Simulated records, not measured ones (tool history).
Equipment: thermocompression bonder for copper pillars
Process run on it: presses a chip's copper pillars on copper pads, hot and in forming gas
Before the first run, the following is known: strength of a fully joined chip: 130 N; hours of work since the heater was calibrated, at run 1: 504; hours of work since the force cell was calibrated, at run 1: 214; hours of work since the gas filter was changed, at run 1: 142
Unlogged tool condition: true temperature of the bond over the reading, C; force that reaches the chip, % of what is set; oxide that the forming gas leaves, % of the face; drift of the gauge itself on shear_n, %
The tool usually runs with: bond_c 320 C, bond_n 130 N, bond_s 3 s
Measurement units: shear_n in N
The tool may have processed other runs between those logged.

| run | hour | bond_c | bond_n | bond_s | hours of work since the heater was calibrated | hours of work since the force cell was calibrated | hours of work since the gas filter was changed | shear_n |
|---|---|---|---|---|---|---|---|---|
| 1 | 0.0 | 320 | 130 | 3 | 504 | 214 | 142 | 46.3 |
| 2 | 8.4 | 320 | 149 | 3 | 509 | 219 | 147 | 53.3 |
|  | 15.7 | heater calibrated with a thermocouple chip |
| 3 | 17.8 | 320 | 83 | 3 | 1 | 224 | 152 | 29.2 |
| 4 | 24.6 | 350 | 130 | 3 | 6 | 228 | 156 | 64.4 |
| 5 | 31.5 | 350 | 155 | 3 | 10 | 232 | 160 | 75.2 |
| 6 | 40.0 | 350 | 155 | 3 | 15 | 238 | 166 | 75.4 |
| 7 | 47.6 | 320 | 130 | 2 | 20 | 243 | 171 | 41.5 |
|  | 49.6 | force cell calibrated |
| 8 | 55.5 | 304 | 108 | 3 | 24 | 4 | 175 | 32.1 |
| 9 | 61.2 | 320 | 130 | 2 | 28 | 7 | 178 | 41.3 |
| 10 | 72.4 | 316 | 130 | 7 | 35 | 14 | 185 | 61.7 |
|  | 76.0 | force cell calibrated, once more |
| 11 | 79.7 | 316 | 130 | 7 | 39 | 2 | 189 | 62.8 |
| 12 | 91.5 | 320 | 104 | 6 | 46 | 10 | 196 | 50.3 |
| 13 | 99.7 | 309 | 80 | 6 | 51 | 15 | 202 | 33.7 |

Alternative continuations, all from the tool just after run 13; predict every row:
| A | 107.3 | 323 | 81 | 3 | 56 | 20 | 206 | ? |
| B | 107.3 | 320 | 113 | 2 | 56 | 20 | 206 | ? |
| C | 107.3 | 320 | 130 | 2 | 56 | 20 | 206 | ? |
| D | 107.3 | 309 | 80 | 3 | 56 | 20 | 206 | ? |

| run | shear_n |
|---|---|
| A | 28.8 |
| B | 35.2 |
| C | 40.0 |
| D | 24.4 |
Stripped of hidden state, with their random variation kept, the same runs would have yielded:
| run | shear_n |
|---|---|
| A | 29.5 |
| B | 36.0 |
| C | 41.0 |
| D | 25.0 |
